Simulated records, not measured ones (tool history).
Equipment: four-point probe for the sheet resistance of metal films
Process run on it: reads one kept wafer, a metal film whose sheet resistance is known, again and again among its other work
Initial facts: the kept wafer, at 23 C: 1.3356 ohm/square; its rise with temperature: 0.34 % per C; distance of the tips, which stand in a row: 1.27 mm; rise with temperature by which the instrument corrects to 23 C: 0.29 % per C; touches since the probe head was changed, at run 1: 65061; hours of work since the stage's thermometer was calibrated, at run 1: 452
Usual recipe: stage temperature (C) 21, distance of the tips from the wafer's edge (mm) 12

run   hour  stage temperature (C)  distance of the tips from the wafer's edge (mm)  touches since the probe head was changed  hours of work since the stage's thermometer was calibrated  sheet resistance as the instrument gives it (ohm/square)
  1    0.0                     21                                               12                                     65061                                                         452                                                  1.356180
  2   40.8                     21                                               12                                     66225                                                         471                                                  1.356708
  3   71.4                     28                                               12                                     67099                                                         485                                                  1.361173
  4   89.2                     21                                                5                                     67608                                                         493                                                  1.393721
  5  123.5                     21                                                5                                     68587                                                         508                                                  1.394134
  6  158.9                     30                                                5                                     69595                                                         525                                                  1.400455
  7  180.0                     30                                                5                                     70197                                                         534                                                  1.400180
  8  214.6                     33                                               12                                     71186                                                         550                                                  1.365265
  9  235.7                     33                                               12                                     71787                                                         559                                                  1.365284
 10  258.4                     33                                               12                                     72436                                                         570                                                  1.365682
 11  287.1                     33                                               12                                     73255                                                         583                                                  1.365570
 12  308.7                     33                                               12                                     73870                                                         593                                                  1.365387
 13  337.3                     29                                               12                                     74687                                                         606                                                  1.363451
 14  375.4                     28                                               36                                     75774                                                         623                                                  1.355422
 15  412.0                     28                                               10                                     76819                                                         640                                                  1.366820
 16  441.2                     19                                               64                                     77651                                                         653                                                  1.349004
 17  467.9                     25                                                4                                     78413                                                         665                                                  1.422527
 18  486.1                     19                                                9                                     78933                                                         673                                                  1.363425
 19  519.1                     19                                                9                                     79876                                                         688                                                  1.363624
 20  547.0                     18                                               53                                     80671                                                         701                                                  1.349515
 21  570.4                     20                                                7                                     81337                                                         712                                                  1.374009
 22  608.9                     20                                                7                                     82436                                                         729                                                  1.373678
 23  641.2                     20                                                7                                     83360                                                         744                                                  1.374466
     645.8  -- new probe head fitted
 24  677.6                     20                                                7                                       907                                                         760                                                  1.354406
 25  715.8                     29                                               18                                      1996                                                         777                                                  1.340457
 26  755.9                     21                                                5                                      3140                                                         795                                                  1.376873

Branching from run 26: 3 alternative next runs. What would each branch give?
  A  798.3                     28                                                9                                      4351                                                         815                                                         ?
  B  798.3                     24                                                5                                      4351                                                         815                                                         ?
  C  798.3                     28                                               10                                      4351                                                         815                                                         ?

run  sheet resistance as the instrument gives it (ohm/square)
  A                                                  1.351156
  B                                                  1.379654
  C                                                  1.348776
With the hidden condition removed and each run's random variation left untouched, the same runs would have given:
run  sheet resistance as the instrument gives it (ohm/square)
  A                                                  1.352972
  B                                                  1.381520
  C                                                  1.350589
